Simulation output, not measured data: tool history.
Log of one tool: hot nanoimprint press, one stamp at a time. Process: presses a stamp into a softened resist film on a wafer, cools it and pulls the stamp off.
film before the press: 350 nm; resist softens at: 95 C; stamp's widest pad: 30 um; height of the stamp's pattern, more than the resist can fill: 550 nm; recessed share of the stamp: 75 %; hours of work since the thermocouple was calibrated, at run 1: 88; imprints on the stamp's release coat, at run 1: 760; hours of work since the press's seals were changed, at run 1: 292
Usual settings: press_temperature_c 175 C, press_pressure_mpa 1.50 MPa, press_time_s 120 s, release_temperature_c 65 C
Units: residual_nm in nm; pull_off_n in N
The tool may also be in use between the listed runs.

run   hour  press_temperature_c  press_pressure_mpa  press_time_s  release_temperature_c  hours of work since the thermocouple was calibrated  imprints on the stamp's release coat  hours of work since the press's seals were changed  residual_nm  pull_off_n
  1    0.0                  175                1.50           120                     65                                                   88                                   760                                                 292        142.1          97
  2   21.6                  175                1.50           120                     65                                                   97                                   826                                                 302        142.7          99
  3   36.9                  175                1.50           120                     65                                                  104                                   872                                                 308        144.0         102
  4   60.8                  175                1.50           120                     65                                                  115                                   944                                                 319        141.1         100
  5   91.0                  175                1.50           120                     65                                                  128                                  1036                                                 332        143.0         103
  6  119.1                  175                1.50           120                     65                                                  140                                  1121                                                 345        144.8         106
  7  133.2                  180                1.50           120                     65                                                  146                                  1164                                                 351        116.5         103
  8  160.3                  175                1.50           120                     57                                                  158                                  1246                                                 363        144.8         130
  9  188.2                  175                1.50           120                     57                                                  171                                  1331                                                 375        145.2         131
 10  215.9                  175                1.50           120                     57                                                  183                                  1415                                                 387        146.5         130
 11  244.0                  177                1.50           120                     65                                                  195                                  1500                                                 400        134.3         107
 12  262.7                  175                1.50           120                     65                                                  203                                  1557                                                 408        145.9         110
 13  293.7                  175                1.50           120                     65                                                  217                                  1651                                                 421        146.9         111
 14  309.0                  175                1.50           120                     65                                                  224                                  1697                                                 428        147.1         111
 15  334.4                  175                1.50           120                     70                                                  235                                  1774                                                 439        148.6          98
 16  351.5                  175                1.50            70                     70                                                  242                                  1826                                                 447        180.8          95
 17  380.0                  175                1.50           149                     55                                                  255                                  1912                                                 459        138.3         145
 18  400.6                  175                1.50            75                     55                                                  264                                  1975                                                 469        175.7         143
 19  430.2                  164                1.02           120                     63                                                  277                                  2064                                                 482        262.9         121
 20  461.3                  169                1.50           218                     65                                                  291                                  2159                                                 495        157.3         114
 21  492.2                  176                1.06           123                     58                                                  304                                  2252                                                 509        165.2         139
 22  517.7                  176                1.60           123                     71                                                  316                                  2330                                                 520        137.6          96
     541.2  -- stamp cleaned and given a new release coat
 23  542.0                  176                1.60           123                     64                                                  324                                     2                                                 528        140.2         100
 24  560.2                  184                1.07            86                     70                                                  332                                    57                                                 536        136.9          82
 25  583.7                  184                1.07            86                     70                                                  342                                   129                                                 546        137.2          85
 26  598.9                  184                1.07            86                     70                                                  349                                   175                                                 553        137.1          85
 27  627.8                  174                1.07           229                     69                                                  361                                   262                                                 566        143.8          85
 28  657.4                  174                1.07           229                     69                                                  374                                   352                                                 579        145.5          91
 29  674.6                  174                1.07           229                     69                                                  382                                   404                                                 586        144.4          88
 30  705.3                  174                1.07           229                     52                                                  396                                   497                                                 600        144.9         132
 31  725.5                  166                2.19           111                     69                                                  404                                   558                                                 609        201.3          90

3 ways to go on from here, each from the tool as it stands after run 31. What would each give?
  A  739.0                  166                2.19           210                     69                                                  410                                   599                                                 615            ?           ?
  B  739.0                  175                1.45           120                     65                                                  410                                   599                                                 615            ?           ?
  C  739.0                  179                2.00           111                     69                                                  410                                   599                                                 615            ?           ?

run  residual_nm  pull_off_n
  A        163.0          90
  B        157.2         105
  C        116.0          88
Without the tool's hidden state the same runs would have given:
run  residual_nm  pull_off_n
  A        142.5          80
  B        140.8          94
  C        102.7          79

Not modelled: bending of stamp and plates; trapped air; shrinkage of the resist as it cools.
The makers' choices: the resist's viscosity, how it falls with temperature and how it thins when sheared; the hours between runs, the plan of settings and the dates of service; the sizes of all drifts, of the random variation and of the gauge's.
